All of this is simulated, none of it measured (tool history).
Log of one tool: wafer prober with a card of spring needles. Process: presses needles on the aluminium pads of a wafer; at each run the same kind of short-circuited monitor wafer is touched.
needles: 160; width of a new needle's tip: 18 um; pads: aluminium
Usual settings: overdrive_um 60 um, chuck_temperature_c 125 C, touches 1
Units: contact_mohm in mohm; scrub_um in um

run,hour,overdrive_um,chuck_temperature_c,touches,contact_mohm,scrub_um
1,0.0,60,125,1,142,14.30
2,9.2,60,125,1,143,14.37
3,21.3,60,125,1,141,14.39
4,34.8,40,125,1,164,9.59
5,43.0,71,125,1,138,17.04
6,55.3,60,125,1,145,14.43
7,65.6,60,125,1,144,14.37
8,78.3,60,125,2,145,14.35
9,94.5,60,125,2,142,14.53
10,101.6,60,125,2,146,14.53
11,110.5,60,125,2,144,14.44
12,121.5,60,35,1,125,14.32
13,135.6,60,61,1,132,14.40
14,150.0,68,57,3,129,16.26
15,164.0,61,67,2,129,14.69
16,177.6,61,67,2,133,14.49
17,194.2,70,125,1,138,16.75
18,204.7,69,63,1,127,16.58
19,215.6,60,66,1,134,14.48
20,223.7,60,66,1,131,14.38
21,239.4,60,66,1,134,14.36

Taken out of this log: 41 entries between the listed runs. Where each belongs, and how the hidden state differs across it:
Between runs 1 and 2: tips cleaned on abrasive film (hour 3.6); tips cleaned on abrasive film (hour 9.0)
  debris on the tips, nm: 0.1 -> 0
Between runs 2 and 3: tips cleaned on abrasive film (hour 15.2); tips cleaned on abrasive film (hour 20.9)
  no hidden state differs between the two runs
Between runs 3 and 4: tips cleaned on abrasive film (hour 26.8); tips cleaned on abrasive film (hour 32.7)
  debris on the tips, nm: 0 -> 0.1
Between runs 4 and 5: tips cleaned on abrasive film (hour 38.4)
  debris on the tips, nm: 0.1 -> 0.2
Between runs 5 and 6: tips cleaned on abrasive film (hour 44.1); tips cleaned on abrasive film (hour 49.8); tips cleaned on abrasive film (hour 55.3)
  debris on the tips, nm: 0.2 -> 0
Between runs 6 and 7: tips cleaned on abrasive film (hour 60.7)
  debris on the tips, nm: 0 -> 0.2
Between runs 7 and 8: tips cleaned on abrasive film (hour 66.7); tips cleaned on abrasive film (hour 72.4); tips cleaned on abrasive film (hour 78.0)
  debris on the tips, nm: 0.2 -> 0
Between runs 8 and 9: tips cleaned on abrasive film (hour 84.2); tips cleaned on abrasive film (hour 89.8)
  debris on the tips, nm: 0 -> 0.2
Between runs 9 and 10: tips cleaned on abrasive film (hour 95.2); tips cleaned on abrasive film (hour 101.6)
  debris on the tips, nm: 0.2 -> 0
Between runs 10 and 11: tips cleaned on abrasive film (hour 107.2)
  debris on the tips, nm: 0 -> 0.1
Between runs 11 and 12: tips cleaned on abrasive film (hour 112.9); tips cleaned on abrasive film (hour 118.2)
  no hidden state differs between the two runs
Between runs 12 and 13: tips cleaned on abrasive film (hour 123.7); tips cleaned on abrasive film (hour 130.1); tips cleaned on abrasive film (hour 135.6)
  debris on the tips, nm: 0.1 -> 0
Between runs 13 and 14: tips cleaned on abrasive film (hour 141.9); tips cleaned on abrasive film (hour 148.1)
  debris on the tips, nm: 0 -> 0.1
Between runs 14 and 15: tips cleaned on abrasive film (hour 154.1); tips cleaned on abrasive film (hour 160.1)
  debris on the tips, nm: 0.1 -> 0.2; way that the needles fall short of the set height, um: 0 -> 0.01
Between runs 15 and 16: tips cleaned on abrasive film (hour 166.3); tips cleaned on abrasive film (hour 172.5)
  no hidden state differs between the two runs
Between runs 16 and 17: tips cleaned on abrasive film (hour 178.4); tips cleaned on abrasive film (hour 183.9); tips cleaned on abrasive film (hour 190.2)
  debris on the tips, nm: 0.2 -> 0.1
Between runs 17 and 18: tips cleaned on abrasive film (hour 196.5); tips cleaned on abrasive film (hour 202.0)
  no hidden state differs between the two runs
Between runs 18 and 19: tips cleaned on abrasive film (hour 207.8); tips cleaned on abrasive film (hour 213.8)
  no hidden state differs between the two runs
Between runs 19 and 20: tips cleaned on abrasive film (hour 219.6)
  debris on the tips, nm: 0.1 -> 0.2
Between runs 20 and 21: tips cleaned on abrasive film (hour 226.1); tips cleaned on abrasive film (hour 232.7); tips cleaned on abrasive film (hour 239.0)
  debris on the tips, nm: 0.2 -> 0

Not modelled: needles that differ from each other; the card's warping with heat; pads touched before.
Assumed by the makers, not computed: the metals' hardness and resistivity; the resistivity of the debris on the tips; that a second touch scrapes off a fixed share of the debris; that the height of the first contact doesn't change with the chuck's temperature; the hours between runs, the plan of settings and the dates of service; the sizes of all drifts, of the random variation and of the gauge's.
